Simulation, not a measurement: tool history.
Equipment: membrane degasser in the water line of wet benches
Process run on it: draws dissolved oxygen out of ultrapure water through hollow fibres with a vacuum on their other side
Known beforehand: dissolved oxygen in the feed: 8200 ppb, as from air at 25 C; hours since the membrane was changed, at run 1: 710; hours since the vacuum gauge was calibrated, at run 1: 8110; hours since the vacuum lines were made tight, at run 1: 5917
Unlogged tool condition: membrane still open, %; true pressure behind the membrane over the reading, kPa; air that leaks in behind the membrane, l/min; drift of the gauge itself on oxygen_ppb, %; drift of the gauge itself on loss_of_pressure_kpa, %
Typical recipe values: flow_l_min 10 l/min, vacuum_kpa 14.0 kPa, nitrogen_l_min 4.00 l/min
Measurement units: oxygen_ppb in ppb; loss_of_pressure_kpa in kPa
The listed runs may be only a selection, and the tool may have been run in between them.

run    hour  flow_l_min  vacuum_kpa  nitrogen_l_min  hours since the membrane was changed  hours since the vacuum gauge was calibrated  hours since the vacuum lines were made tight  oxygen_ppb  loss_of_pressure_kpa
  1     0.0          10        14.0            4.00                                   710                                         8110                                          5917        82.6                 30.53
  2   171.6          10        14.0            4.00                                   882                                         8281                                          6089        81.9                 30.49
      329.8  -- vacuum gauge calibrated
  3   344.5          10        14.0            4.00                                  1054                                           15                                          6261        84.6                 30.13
  4   541.1          10        14.0            4.00                                  1251                                          211                                          6458        82.2                 30.48
  5   632.8          10        14.0            4.00                                  1342                                          303                                          6550        83.6                 30.27
  6   829.8          10        14.0            4.00                                  1539                                          500                                          6747        83.5                 30.49
  7  1012.0          10        14.0            4.00                                  1722                                          682                                          6929        84.0                 30.43
  8  1196.3          10        14.0            4.00                                  1906                                          866                                          7113        84.4                 30.35
  9  1383.7          10        14.0            4.00                                  2093                                         1054                                          7300        84.0                 30.85
     1514.0  -- vacuum gauge calibrated, once more
 10  1517.7          10        14.0            4.00                                  2227                                            4                                          7434        81.6                 30.43
 11  1718.3           7        14.0            4.00                                  2427                                          204                                          7635        55.6                 21.19
 12  1877.8           7        14.0            4.00                                  2587                                          364                                          7794        53.6                 21.21
 13  1998.5           7        14.0            4.00                                  2708                                          485                                          7915        54.5                 21.38
 14  2191.1           7        14.0            4.00                                  2900                                          677                                          8107        54.6                 21.41
 15  2323.5           6        14.0            4.00                                  3033                                          810                                          8240        46.3                 18.31
 16  2502.4          10        14.0            4.00                                  3212                                          988                                          8419        80.9                 30.41
 17  2603.2          10        14.1            1.81                                  3312                                         1089                                          8519       163.4                 30.42
 18  2709.8          10        13.2            1.81                                  3419                                         1196                                          8626       150.8                 30.80
 19  2878.0          10        13.2            1.81                                  3587                                         1364                                          8794       151.7                 30.76
 20  2966.2          10        14.1           10.20                                  3675                                         1452                                          8882        40.7                 30.56
 21  3096.1           8        14.0            3.26                                  3805                                         1582                                          9012        76.6                 24.38
 22  3236.7           8        14.0            3.26                                  3946                                         1723                                          9153        76.6                 24.47
 23  3319.0          10        12.0            2.53                                  4028                                         1805                                          9235       102.3                 30.80
 24  3444.3          10        12.0            2.53                                  4153                                         1930                                          9361       100.8                 30.82
 25  3581.3           9         9.6            4.00                                  4290                                         2067                                          9497        48.0                 27.82
     3676.5  -- seals of the vacuum lines changed
 26  3754.9           9         9.6            4.00                                  4462                                         2239                                            78        45.4                 27.75
 27  3957.5          11        10.0            5.41                                  4665                                         2441                                           281        50.5                 33.83
 28  4070.5           7        14.0            3.25                                  4778                                         2554                                           394        62.5                 21.57
 29  4244.8           7        14.0            3.25                                  4952                                         2729                                           568        62.5                 21.51
 30  4344.8           6        27.4            1.88                                  5052                                         2829                                           668       186.6                 18.35
 31  4481.8           9        10.2            4.00                                  5189                                         2966                                           805        48.2                 27.58
 32  4575.9           9        10.2            4.00                                  5283                                         3060                                           899        47.7                 27.69

Take each entry between the runs: how does the hidden state at the last listed run before it differ from the hidden state at the first listed run after it?
Run 2 -> run 3: vacuum gauge calibrated (hour 329.8)
  membrane still open, %: 99.7 -> 99.6; true pressure behind the membrane over the reading, kPa: 0.29 -> 0.4; air that leaks in behind the membrane, l/min: 0.0149 -> 0.0152
  the result without the hidden state subtracted from the measured one, oxygen_ppb: +4.6 -> +5.6 ppb; loss_of_pressure_kpa: +0.09 -> +0.11 kPa
Run 9 -> run 10: vacuum gauge calibrated, once more (hour 1514.0)
  membrane still open, %: 99.3 -> 99.2; true pressure behind the membrane over the reading, kPa: 0.44 -> -0.04; air that leaks in behind the membrane, l/min: 0.0174 -> 0.0177
  the result without the hidden state subtracted from the measured one, oxygen_ppb: +6.5 -> +3.6 ppb; loss_of_pressure_kpa: +0.22 -> +0.24 kPa
Run 25 -> run 26: seals of the vacuum lines changed (hour 3676.5)
  membrane still open, %: 98.5 -> 98.4; true pressure behind the membrane over the reading, kPa: 0.03 -> 0.04; air that leaks in behind the membrane, l/min: 0.0219 -> 0.0018
  the result without the hidden state subtracted from the measured one, oxygen_ppb: +3.5 -> +1.1 ppb; loss_of_pressure_kpa: +0.41 -> +0.44 kPa

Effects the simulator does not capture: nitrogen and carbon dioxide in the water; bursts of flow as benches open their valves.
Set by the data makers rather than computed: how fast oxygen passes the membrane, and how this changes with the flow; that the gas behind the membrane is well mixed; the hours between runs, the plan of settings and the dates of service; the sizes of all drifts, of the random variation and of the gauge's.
